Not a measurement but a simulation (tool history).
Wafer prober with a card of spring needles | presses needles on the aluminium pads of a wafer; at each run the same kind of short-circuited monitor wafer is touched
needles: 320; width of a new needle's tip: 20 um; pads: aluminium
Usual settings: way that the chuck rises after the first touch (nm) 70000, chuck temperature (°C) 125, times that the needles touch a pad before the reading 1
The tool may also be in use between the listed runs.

run,hour,way that the chuck rises after the first touch (nm),chuck temperature (°C),times that the needles touch a pad before the reading,resistance of one needle with its contact and lead (mohm),way that a needle slides on the pad (nm)
1,0.0,70000,125,1,139,14150
# hour 4.4: tips cleaned on abrasive film
# hour 6.9: height of the first contact set anew
# hour 9.2: tips cleaned on abrasive film
# hour 13.6: tips cleaned on abrasive film
# hour 19.1: tips cleaned on abrasive film
# hour 24.6: tips cleaned on abrasive film
# hour 29.0: tips cleaned on abrasive film
# hour 34.5: tips cleaned on abrasive film
# hour 39.0: tips cleaned on abrasive film
# hour 43.4: tips cleaned on abrasive film
2,46.6,70000,125,1,235,16410
# hour 48.8: tips cleaned on abrasive film
# hour 53.3: tips cleaned on abrasive film
# hour 57.7: tips cleaned on abrasive film
# hour 62.1: tips cleaned on abrasive film
# hour 66.5: tips cleaned on abrasive film
3,70.6,70000,125,1,244,16010
# hour 71.8: tips cleaned on abrasive film
# hour 76.2: tips cleaned on abrasive film
# hour 80.6: tips cleaned on abrasive film
# hour 85.1: tips cleaned on abrasive film
# hour 89.5: tips cleaned on abrasive film
# hour 95.0: tips cleaned on abrasive film
# hour 100.5: tips cleaned on abrasive film
# hour 106.0: tips cleaned on abrasive film
4,107.4,70000,125,1,181,16340
# hour 110.7: tips cleaned on abrasive film
# hour 116.2: tips cleaned on abrasive film
# hour 121.7: tips cleaned on abrasive film
# hour 126.1: tips cleaned on abrasive film
5,129.2,70000,125,1,221,16000
# hour 131.5: tips cleaned on abrasive film
# hour 135.9: tips cleaned on abrasive film
# hour 140.3: tips cleaned on abrasive film
# hour 145.8: tips cleaned on abrasive film
# hour 150.3: tips cleaned on abrasive film
# hour 154.7: tips cleaned on abrasive film
# hour 159.1: tips cleaned on abrasive film
# hour 163.5: tips cleaned on abrasive film
# hour 169.0: tips cleaned on abrasive film
6,169.3,65000,125,1,154,14430
# hour 173.8: tips cleaned on abrasive film
# hour 176.0: tips cleaned on abrasive film, once more
# hour 180.5: tips cleaned on abrasive film
# hour 184.9: tips cleaned on abrasive film
# hour 189.3: tips cleaned on abrasive film
# hour 193.7: tips cleaned on abrasive film
# hour 198.2: tips cleaned on abrasive film
# hour 202.6: tips cleaned on abrasive film
# hour 207.0: tips cleaned on abrasive film
7,210.5,65000,125,1,277,14340
# hour 211.7: tips cleaned on abrasive film
# hour 216.1: tips cleaned on abrasive film
# hour 221.6: tips cleaned on abrasive film
# hour 226.0: tips cleaned on abrasive film
# hour 230.5: tips cleaned on abrasive film
# hour 234.9: tips cleaned on abrasive film
8,235.3,70000,125,1,162,15390
# hour 239.7: tips cleaned on abrasive film
# hour 244.1: tips cleaned on abrasive film
# hour 248.5: tips cleaned on abrasive film
# hour 253.0: tips cleaned on abrasive film
# hour 257.4: tips cleaned on abrasive film
9,261.6,70000,125,1,280,15280
# hour 262.8: tips cleaned on abrasive film
# hour 267.2: tips cleaned on abrasive film
# hour 271.6: tips cleaned on abrasive film
# hour 276.0: tips cleaned on abrasive film
# hour 280.5: tips cleaned on abrasive film
# hour 284.9: tips cleaned on abrasive film
# hour 289.3: tips cleaned on abrasive film
# hour 293.7: tips cleaned on abrasive film
# hour 298.2: tips cleaned on abrasive film
10,299.2,70000,125,1,186,15300
# hour 303.6: tips cleaned on abrasive film
# hour 308.0: tips cleaned on abrasive film
# hour 313.5: tips cleaned on abrasive film
# hour 319.1: tips cleaned on abrasive film
11,321.0,70000,125,1,222,15030
# hour 324.3: tips cleaned on abrasive film
# hour 328.8: tips cleaned on abrasive film
# hour 334.3: tips cleaned on abrasive film
# hour 339.8: tips cleaned on abrasive film
# hour 345.3: tips cleaned on abrasive film
# hour 349.7: tips cleaned on abrasive film
# hour 355.2: tips cleaned on abrasive film
# hour 359.6: tips cleaned on abrasive film
# hour 364.1: tips cleaned on abrasive film
# hour 368.5: tips cleaned on abrasive film
# hour 372.9: tips cleaned on abrasive film
12,373.0,70000,93,1,148,14750
# hour 377.5: tips cleaned on abrasive film
# hour 381.9: tips cleaned on abrasive film
# hour 387.4: tips cleaned on abrasive film
# hour 391.8: tips cleaned on abrasive film
# hour 396.2: tips cleaned on abrasive film
# hour 401.8: tips cleaned on abrasive film
13,402.3,70000,69,2,148,14750
# hour 406.7: tips cleaned on abrasive film
# hour 411.1: tips cleaned on abrasive film
# hour 415.6: tips cleaned on abrasive film
# hour 420.0: tips cleaned on abrasive film
# hour 424.4: tips cleaned on abrasive film
# hour 428.8: tips cleaned on abrasive film
14,431.5,84000,51,2,174,17650
# hour 433.7: tips cleaned on abrasive film
# hour 438.1: tips cleaned on abrasive film
# hour 443.6: tips cleaned on abrasive film
# hour 448.1: tips cleaned on abrasive film
# hour 452.5: tips cleaned on abrasive film
# hour 456.9: tips cleaned on abrasive film
# hour 461.4: tips cleaned on abrasive film
# hour 465.8: tips cleaned on abrasive film
# hour 470.8: tips cleaned on abrasive film
15,470.8,84000,51,2,121,17770
# hour 475.2: tips cleaned on abrasive film
# hour 479.7: tips cleaned on abrasive film
# hour 485.2: tips cleaned on abrasive film
# hour 490.7: tips cleaned on abrasive film
# hour 496.2: tips cleaned on abrasive film
# hour 500.6: tips cleaned on abrasive film
16,502.0,86000,74,2,158,17980
# hour 505.4: tips cleaned on abrasive film
# hour 509.8: tips cleaned on abrasive film
# hour 514.2: tips cleaned on abrasive film
# hour 518.6: tips cleaned on abrasive film
# hour 523.1: tips cleaned on abrasive film
# hour 527.5: tips cleaned on abrasive film
# hour 531.9: tips cleaned on abrasive film
# hour 536.3: tips cleaned on abrasive film
# hour 541.8: tips cleaned on abrasive film
17,542.1,88000,125,1,147,18280
# hour 546.6: tips cleaned on abrasive film
# hour 551.0: tips cleaned on abrasive film
# hour 555.4: tips cleaned on abrasive film
# hour 559.8: tips cleaned on abrasive film
# hour 564.3: tips cleaned on abrasive film
# hour 566.7: height of the first contact set anew
# hour 569.0: tips cleaned on abrasive film
# hour 573.4: tips cleaned on abrasive film
18,577.4,70000,46,1,264,16480
# hour 578.6: tips cleaned on abrasive film
# hour 583.0: tips cleaned on abrasive film
# hour 588.5: tips cleaned on abrasive film
# hour 592.9: tips cleaned on abrasive film
# hour 598.5: tips cleaned on abrasive film
# hour 604.0: tips cleaned on abrasive film
# hour 609.5: tips cleaned on abrasive film
# hour 613.9: tips cleaned on abrasive film
# hour 618.3: tips cleaned on abrasive film
# hour 622.7: tips cleaned on abrasive film
# hour 628.2: tips cleaned on abrasive film
19,629.5,52000,26,2,202,12050

5 ways to go on from here, each from the tool as it stands after run 19. What would each give?
# hour 632.8: tips cleaned on abrasive film
# hour 637.2: tips cleaned on abrasive film
# hour 641.6: tips cleaned on abrasive film
# hour 647.1: tips cleaned on abrasive film
# hour 652.7: tips cleaned on abrasive film
# hour 658.2: tips cleaned on abrasive film
# hour 662.6: tips cleaned on abrasive film
# hour 667.0: tips cleaned on abrasive film
A,670.1,53000,26,2,?,?
# hour 632.8: tips cleaned on abrasive film
# hour 637.2: tips cleaned on abrasive film
# hour 641.6: tips cleaned on abrasive film
# hour 647.1: tips cleaned on abrasive film
# hour 652.7: tips cleaned on abrasive film
# hour 658.2: tips cleaned on abrasive film
# hour 662.6: tips cleaned on abrasive film
# hour 667.0: tips cleaned on abrasive film
B,670.1,52000,61,2,?,?
# hour 632.8: tips cleaned on abrasive film
# hour 637.2: tips cleaned on abrasive film
# hour 641.6: tips cleaned on abrasive film
# hour 647.1: tips cleaned on abrasive film
# hour 652.7: tips cleaned on abrasive film
# hour 658.2: tips cleaned on abrasive film
# hour 662.6: tips cleaned on abrasive film
# hour 667.0: tips cleaned on abrasive film
C,670.1,52000,56,3,?,?
# hour 632.8: tips cleaned on abrasive film
# hour 637.2: tips cleaned on abrasive film
# hour 641.6: tips cleaned on abrasive film
# hour 647.1: tips cleaned on abrasive film
# hour 652.7: tips cleaned on abrasive film
# hour 658.2: tips cleaned on abrasive film
# hour 662.6: tips cleaned on abrasive film
# hour 667.0: tips cleaned on abrasive film
D,670.1,70000,57,1,?,?
# hour 632.8: tips cleaned on abrasive film
# hour 637.2: tips cleaned on abrasive film
# hour 641.6: tips cleaned on abrasive film
# hour 647.1: tips cleaned on abrasive film
# hour 652.7: tips cleaned on abrasive film
# hour 658.2: tips cleaned on abrasive film
# hour 662.6: tips cleaned on abrasive film
# hour 667.0: tips cleaned on abrasive film
E,670.1,65000,26,2,?,?

run,resistance of one needle with its contact and lead (mohm),way that a needle slides on the pad (nm)
A,258,12220
B,270,11690
C,215,11830
D,251,16050
E,213,14950
Without the tool's hidden state the same runs would have given:
run,resistance of one needle with its contact and lead (mohm),way that a needle slides on the pad (nm)
A,107,12650
B,116,12110
C,116,12260
D,111,16480
E,108,15380
